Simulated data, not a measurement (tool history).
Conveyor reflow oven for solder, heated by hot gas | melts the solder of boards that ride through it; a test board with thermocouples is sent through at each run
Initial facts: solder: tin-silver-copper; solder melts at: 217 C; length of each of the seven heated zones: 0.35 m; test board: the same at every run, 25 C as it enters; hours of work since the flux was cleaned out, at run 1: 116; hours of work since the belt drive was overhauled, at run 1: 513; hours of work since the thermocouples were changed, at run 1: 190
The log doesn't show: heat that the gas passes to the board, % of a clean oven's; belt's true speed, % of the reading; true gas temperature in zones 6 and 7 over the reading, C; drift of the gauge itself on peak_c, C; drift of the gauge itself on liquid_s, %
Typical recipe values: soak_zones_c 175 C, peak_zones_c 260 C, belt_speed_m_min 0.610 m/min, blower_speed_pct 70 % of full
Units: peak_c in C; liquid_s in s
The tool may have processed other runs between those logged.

| run | hour | soak_zones_c | peak_zones_c | belt_speed_m_min | blower_speed_pct | hours of work since the flux was cleaned out | hours of work since the belt drive was overhauled | hours of work since the thermocouples were changed | peak_c | liquid_s |
|---|---|---|---|---|---|---|---|---|---|---|
| 1 | 0.0 | 175 | 260 | 0.610 | 70 | 116 | 513 | 190 | 244.7 | 47.3 |
| 2 | 28.1 | 162 | 260 | 0.610 | 70 | 132 | 530 | 207 | 242.5 | 41.2 |
| 3 | 56.4 | 175 | 260 | 0.589 | 70 | 149 | 547 | 223 | 245.4 | 50.0 |
| 4 | 88.8 | 175 | 260 | 0.610 | 70 | 168 | 566 | 242 | 244.4 | 46.8 |
| 5 | 130.9 | 175 | 260 | 0.610 | 70 | 193 | 591 | 267 | 244.1 | 46.8 |
| 6 | 157.2 | 175 | 260 | 0.610 | 70 | 208 | 606 | 283 | 244.1 | 46.9 |
| 7 | 181.2 | 175 | 260 | 0.610 | 70 | 223 | 620 | 297 | 243.9 | 46.7 |
| 8 | 210.0 | 175 | 255 | 0.693 | 70 | 240 | 638 | 314 | 235.9 | 33.1 |
| 9 | 232.2 | 175 | 255 | 0.593 | 70 | 253 | 651 | 327 | 240.3 | 45.1 |
| 10 | 250.4 | 175 | 255 | 0.593 | 70 | 264 | 661 | 338 | 240.5 | 45.1 |
| 11 | 286.0 | 175 | 255 | 0.593 | 70 | 285 | 682 | 359 | 240.3 | 44.8 |
| 12 | 310.6 | 175 | 255 | 0.593 | 70 | 299 | 697 | 373 | 240.0 | 44.9 |
| 13 | 351.9 | 175 | 260 | 0.610 | 65 | 324 | 721 | 398 | 241.9 | 44.3 |
| 14 | 383.8 | 175 | 260 | 0.610 | 65 | 342 | 740 | 417 | 242.1 | 44.4 |

Alternative continuations, all from the tool just after run 14; predict every row:
| A | 421.3 | 175 | 268 | 0.538 | 78 | 365 | 762 | 439 | ? | ? |
| B | 421.3 | 173 | 260 | 0.501 | 52 | 365 | 762 | 439 | ? | ? |
| C | 421.3 | 170 | 260 | 0.560 | 53 | 365 | 762 | 439 | ? | ? |
| D | 421.3 | 175 | 269 | 0.577 | 68 | 365 | 762 | 439 | ? | ? |

| run | peak_c | liquid_s |
|---|---|---|
| A | 254.9 | 62.8 |
| B | 243.4 | 55.8 |
| C | 239.8 | 43.9 |
| D | 251.9 | 55.8 |
With the hidden condition removed and each run's random variation left untouched, the same runs would have given:
| run | peak_c | liquid_s |
|---|---|---|
| A | 258.0 | 63.8 |
| B | 246.1 | 57.7 |
| C | 242.6 | 46.3 |
| D | 255.1 | 57.1 |

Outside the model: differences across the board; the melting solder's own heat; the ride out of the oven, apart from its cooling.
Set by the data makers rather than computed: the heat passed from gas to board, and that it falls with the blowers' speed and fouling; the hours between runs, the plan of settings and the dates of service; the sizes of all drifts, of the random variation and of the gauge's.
